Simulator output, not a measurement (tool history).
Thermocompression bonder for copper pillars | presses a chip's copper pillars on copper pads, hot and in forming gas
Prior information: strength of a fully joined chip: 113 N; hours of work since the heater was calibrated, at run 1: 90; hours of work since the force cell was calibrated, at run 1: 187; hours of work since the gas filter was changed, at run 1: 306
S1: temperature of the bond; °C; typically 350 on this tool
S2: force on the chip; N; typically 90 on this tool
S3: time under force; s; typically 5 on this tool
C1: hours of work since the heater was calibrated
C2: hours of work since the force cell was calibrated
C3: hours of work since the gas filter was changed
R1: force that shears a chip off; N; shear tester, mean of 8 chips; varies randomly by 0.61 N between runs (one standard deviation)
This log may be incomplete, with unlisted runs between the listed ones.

Run 1, day 0: usual settings; C1 90; C2 187; C3 306. Result: R1 49.9 N.
Run 2, day 0.242: usual settings but S3 7 s; C1 93; C2 189; C3 309. Result: R1 55.8 N.
Run 3, day 0.588: usual settings but S1 339 °C; C1 96; C2 193; C3 313. Result: R1 43.4 N.
Run 4, day 0.804: usual settings but S1 339 °C; C1 99; C2 195; C3 315. Result: R1 43.3 N.
Run 5, day 1.175: usual settings but S2 58 N; C1 103; C2 200; C3 319. Result: R1 34.5 N.
Run 6, day 1.512: usual settings but S2 58 N; C1 107; C2 203; C3 323. Result: R1 35.5 N.
Run 7, day 1.733: usual settings but S1 372 °C, S2 70 N; C1 109; C2 206; C3 325. Result: R1 52.1 N.
Run 8, day 1.946: usual settings but S1 372 °C, S2 70 N, S3 10 s; C1 111; C2 208; C3 328. Result: R1 64.1 N.
At day 2.05: heater calibrated with a thermocouple chip.
Run 9, day 2.262: usual settings but S1 331 °C, S2 85 N, S3 4 s; C1 2; C2 211; C3 330. Result: R1 34 N.
Run 10, day 2.512: usual settings but S2 133 N, S3 7 s; C1 5; C2 213; C3 333. Result: R1 71.4 N.
Run 11, day 2.838: usual settings but S2 133 N, S3 7 s; C1 9; C2 217; C3 337. Result: R1 70.1 N.

Across each entry between runs, compare the hidden state at the last listed run before it with the hidden state at the first listed run after it:
In the gap between runs 8 and 9: heater calibrated with a thermocouple chip (day 2.05)
  true temperature of the bond over the reading, C: -1.3 -> -2.3; oxide that the forming gas leaves, % of the face: 8.83 -> 8.89
  measured less the result without the state, R1: -6.4 -> -4 N

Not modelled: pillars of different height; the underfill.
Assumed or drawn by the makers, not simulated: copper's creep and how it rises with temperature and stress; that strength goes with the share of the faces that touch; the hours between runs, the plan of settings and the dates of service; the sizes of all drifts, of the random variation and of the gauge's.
